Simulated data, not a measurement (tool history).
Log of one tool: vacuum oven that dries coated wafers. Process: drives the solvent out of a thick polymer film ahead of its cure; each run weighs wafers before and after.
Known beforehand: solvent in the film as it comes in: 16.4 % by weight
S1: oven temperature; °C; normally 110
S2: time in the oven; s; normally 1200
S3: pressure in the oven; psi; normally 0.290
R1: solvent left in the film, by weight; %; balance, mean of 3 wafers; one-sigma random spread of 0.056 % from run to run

run    hour   S1    S2     S3    R1
  1     0.0  110  1200  0.290  2.52
  2    65.4  110  1200  0.290  2.69
  3   187.6  110  1200  0.290  2.62
  4   317.3  110  1200  0.184  2.21
  5   449.0  110  1200  0.184  2.23
  6   544.8  110  1200  0.184  2.20
  7   651.6  118  1200  0.184  1.15
  8   735.5  110  1200  0.290  2.61
  9   826.4  110  1200  0.290  2.53
 10   918.3  110  1200  0.300  2.62
 11  1025.3  110  1200  0.300  2.72
 12  1097.6  110  1200  0.290  2.55
 13  1157.4  106  1380  0.798  5.02
 14  1225.6  115   840  0.196  2.56
 15  1321.1  110  1200  0.202  2.21
 16  1391.6  110  1200  0.468  3.24
 17  1464.4  115   720  0.410  3.88
 18  1555.6  115   720  0.410  3.77
     1605.8  -- oven's thermocouples calibrated
 19  1612.5  115   720  0.410  3.72
 20  1727.8   98  1320  0.795  7.10
 21  1813.7   98  1320  0.795  7.26
 22  1889.6  123  2040  0.371  1.06
 23  2004.4  123  2040  0.371  1.06
 24  2079.9  110   840  0.180  3.44

Below are 5 alternative next runs, each starting from the tool's condition after run 24. Predict each:
  A  2173.6  110   720  0.180   ?
  B  2173.6  110  1320  0.180   ?
  C  2173.6  123   840  0.566   ?
  D  2173.6  110  1200  0.875   ?
  E  2173.6  110   840  0.187   ?

run    R1
  A  4.09
  B  1.86
  C  2.37
  D  4.78
  E  3.47
Stripped of hidden state, with their random variation kept, the same runs would have yielded:
run    R1
  A  4.08
  B  1.85
  C  2.36
  D  4.76
  E  3.46
